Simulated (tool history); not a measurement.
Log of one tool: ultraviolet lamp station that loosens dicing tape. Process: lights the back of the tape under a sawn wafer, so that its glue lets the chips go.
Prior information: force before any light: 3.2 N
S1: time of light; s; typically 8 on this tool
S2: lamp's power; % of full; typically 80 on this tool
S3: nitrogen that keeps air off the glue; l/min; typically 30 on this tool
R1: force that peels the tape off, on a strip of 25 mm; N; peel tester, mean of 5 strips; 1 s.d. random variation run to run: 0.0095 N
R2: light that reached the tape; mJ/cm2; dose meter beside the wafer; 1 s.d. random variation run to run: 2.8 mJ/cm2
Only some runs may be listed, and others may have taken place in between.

{"run": 1, "hour": 0.0, "S1": 8, "S2": 80, "S3": 30, "R1": 0.4, "R2": 393}
{"run": 2, "hour": 32.9, "S1": 8, "S2": 80, "S3": 30, "R1": 0.403, "R2": 403}
{"run": 3, "hour": 59.0, "S1": 8, "S2": 80, "S3": 30, "R1": 0.392, "R2": 398}
{"run": 4, "hour": 78.0, "S1": 8, "S2": 80, "S3": 30, "R1": 0.4, "R2": 402}
{"run": 5, "hour": 96.8, "S1": 8, "S2": 80, "S3": 30, "R1": 0.41, "R2": 396}
{"run": 6, "hour": 123.8, "S1": 5, "S2": 80, "S3": 30, "R1": 0.771, "R2": 249}
{"run": 7, "hour": 143.5, "S1": 5, "S2": 80, "S3": 30, "R1": 0.749, "R2": 251}
{"run": 8, "hour": 161.9, "S1": 5, "S2": 80, "S3": 30, "R1": 0.768, "R2": 246}
{"run": 9, "hour": 190.5, "S1": 13, "S2": 80, "S3": 37, "R1": 0.243, "R2": 644}
{"hour": 200.5, "done": "window cleaned of glue's vapour"}
{"run": 10, "hour": 216.4, "S1": 13, "S2": 82, "S3": 18, "R1": 0.282, "R2": 663}
{"run": 11, "hour": 239.0, "S1": 5, "S2": 94, "S3": 21, "R1": 0.701, "R2": 295}
{"run": 12, "hour": 268.7, "S1": 5, "S2": 94, "S3": 21, "R1": 0.686, "R2": 295}
{"run": 13, "hour": 290.4, "S1": 6, "S2": 78, "S3": 57, "R1": 0.491, "R2": 292}
{"hour": 312.0, "done": "lamp changed"}
{"run": 14, "hour": 321.2, "S1": 12, "S2": 80, "S3": 37, "R1": 0.256, "R2": 595}
{"run": 15, "hour": 356.1, "S1": 9, "S2": 93, "S3": 11, "R1": 0.445, "R2": 522}
{"run": 16, "hour": 383.0, "S1": 9, "S2": 93, "S3": 11, "R1": 0.43, "R2": 522}

3 options for the next run, each taken on its own from the tool as it stands now. Forecast them:
{"run": "A", "hour": 397.5, "S1": 6, "S2": 73, "S3": 12, "R1": "?", "R2": "?"}
{"run": "B", "hour": 397.5, "S1": 8, "S2": 63, "S3": 30, "R1": "?", "R2": "?"}
{"run": "C", "hour": 397.5, "S1": 8, "S2": 99, "S3": 13, "R1": "?", "R2": "?"}

run=A R1=0.92 R2=273
run=B R1=0.546 R2=313
run=C R1=0.453 R2=489
With the hidden condition removed and each run's random variation left untouched, the same runs would have given:
run=A R1=0.919 R2=273
run=B R1=0.545 R2=313
run=C R1=0.452 R2=489
